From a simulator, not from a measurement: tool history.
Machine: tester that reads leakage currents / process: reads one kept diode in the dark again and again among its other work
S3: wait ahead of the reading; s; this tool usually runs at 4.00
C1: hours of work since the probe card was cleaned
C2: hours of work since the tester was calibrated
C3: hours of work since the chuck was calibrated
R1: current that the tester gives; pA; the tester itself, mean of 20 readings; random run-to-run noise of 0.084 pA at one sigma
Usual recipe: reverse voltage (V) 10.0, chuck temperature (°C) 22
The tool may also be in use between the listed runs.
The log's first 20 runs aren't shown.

run 21 hour=805.2 | reverse_voltage_(V)=13.7 chuck_temperature_(°C)=22 S3=9.83 | C1=1034 C2=1972 C3=529 | R1=40.27
run 22 hour=840.0 | reverse_voltage_(V)=13.7 chuck_temperature_(°C)=22 S3=9.83 | C1=1058 C2=1996 C3=553 | R1=40.86
run 23 hour=895.6 | reverse_voltage_(V)=9.2 chuck_temperature_(°C)=39 S3=4.00 | C1=1096 C2=2034 C3=591 | R1=121.65
run 24 hour=940.9 | reverse_voltage_(V)=9.2 chuck_temperature_(°C)=39 S3=4.00 | C1=1127 C2=2065 C3=622 | R1=123.08
run 25 hour=965.3 | reverse_voltage_(V)=9.2 chuck_temperature_(°C)=58 S3=1.41 | C1=1144 C2=2082 C3=639 | R1=521.10
run 26 hour=1011.9 | reverse_voltage_(V)=9.2 chuck_temperature_(°C)=58 S3=1.41 | C1=1176 C2=2114 C3=671 | R1=525.74
run 27 hour=1040.3 | reverse_voltage_(V)=9.2 chuck_temperature_(°C)=58 S3=1.41 | C1=1195 C2=2133 C3=690 | R1=528.35
run 28 hour=1074.1 | reverse_voltage_(V)=11.9 chuck_temperature_(°C)=22 S3=2.09 | C1=1219 C2=2156 C3=713 | R1=40.31

Forecast run 29:
-- hour=1107.0 chuck's temperature calibrated
run 29 hour=1119.5 | reverse_voltage_(V)=11.9 chuck_temperature_(°C)=22 S3=0.73 | C1=1248 C2=2186 C3=9 | R1=?

{"run 29": {"R1": 35.73}}
Without the tool's hidden state the same run would have given R1 25.47 pA.
